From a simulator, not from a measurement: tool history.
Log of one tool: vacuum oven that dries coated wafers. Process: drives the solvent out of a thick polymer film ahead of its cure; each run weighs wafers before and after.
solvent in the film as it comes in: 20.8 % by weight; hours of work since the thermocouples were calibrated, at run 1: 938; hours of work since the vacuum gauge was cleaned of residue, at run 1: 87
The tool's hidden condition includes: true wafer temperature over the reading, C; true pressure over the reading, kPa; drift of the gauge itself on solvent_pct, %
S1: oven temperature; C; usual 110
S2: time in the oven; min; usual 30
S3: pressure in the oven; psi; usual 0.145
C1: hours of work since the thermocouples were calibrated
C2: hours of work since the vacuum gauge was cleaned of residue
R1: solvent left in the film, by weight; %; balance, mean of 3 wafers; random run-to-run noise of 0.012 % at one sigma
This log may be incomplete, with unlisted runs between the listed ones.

run 1 hour=0.0 | S1=110 S2=30 S3=0.145 | C1=938 C2=87 | R1=3.29
run 2 hour=11.8 | S1=110 S2=30 S3=0.162 | C1=946 C2=95 | R1=3.36
run 3 hour=23.1 | S1=110 S2=30 S3=0.162 | C1=954 C2=103 | R1=3.37
run 4 hour=46.5 | S1=110 S2=30 S3=0.162 | C1=970 C2=119 | R1=3.35
run 5 hour=64.2 | S1=110 S2=30 S3=0.162 | C1=982 C2=132 | R1=3.37
run 6 hour=77.6 | S1=110 S2=30 S3=0.162 | C1=992 C2=141 | R1=3.36
run 7 hour=90.5 | S1=110 S2=30 S3=0.162 | C1=1001 C2=150 | R1=3.33
run 8 hour=105.3 | S1=110 S2=30 S3=0.162 | C1=1011 C2=160 | R1=3.35
run 9 hour=124.7 | S1=110 S2=30 S3=0.162 | C1=1024 C2=174 | R1=3.34
run 10 hour=143.2 | S1=110 S2=30 S3=0.145 | C1=1037 C2=186 | R1=3.29
run 11 hour=160.8 | S1=98 S2=20 S3=0.145 | C1=1049 C2=199 | R1=9.10
-- hour=163.3 vacuum gauge cleaned of residue and calibrated
run 12 hour=176.9 | S1=98 S2=20 S3=0.145 | C1=1060 C2=9 | R1=9.13
run 13 hour=195.2 | S1=119 S2=30 S3=0.145 | C1=1072 C2=22 | R1=1.55
run 14 hour=217.3 | S1=110 S2=27 S3=0.419 | C1=1088 C2=37 | R1=4.50
run 15 hour=229.2 | S1=118 S2=35 S3=0.419 | C1=1096 C2=46 | R1=1.82
run 16 hour=251.2 | S1=118 S2=35 S3=0.419 | C1=1111 C2=61 | R1=1.82
run 17 hour=267.7 | S1=114 S2=41 S3=0.110 | C1=1123 C2=72 | R1=1.24
-- hour=280.1 oven's thermocouples calibrated
run 18 hour=280.3 | S1=114 S2=35 S3=0.110 | C1=0 C2=80 | R1=1.95
run 19 hour=292.9 | S1=123 S2=53 S3=0.145 | C1=9 C2=89 | R1=0.42

Results for each run, recomputed without the tool's hidden state and with each run's random variation untouched:
run=1 R1=3.54
run=2 R1=3.61
run=3 R1=3.62
run=4 R1=3.61
run=5 R1=3.63
run=6 R1=3.62
run=7 R1=3.59
run=8 R1=3.61
run=9 R1=3.61
run=10 R1=3.56
run=11 R1=9.42
run=12 R1=9.44
run=13 R1=1.71
run=14 R1=4.81
run=15 R1=1.97
run=16 R1=1.97
run=17 R1=1.37
run=18 R1=1.93
run=19 R1=0.38
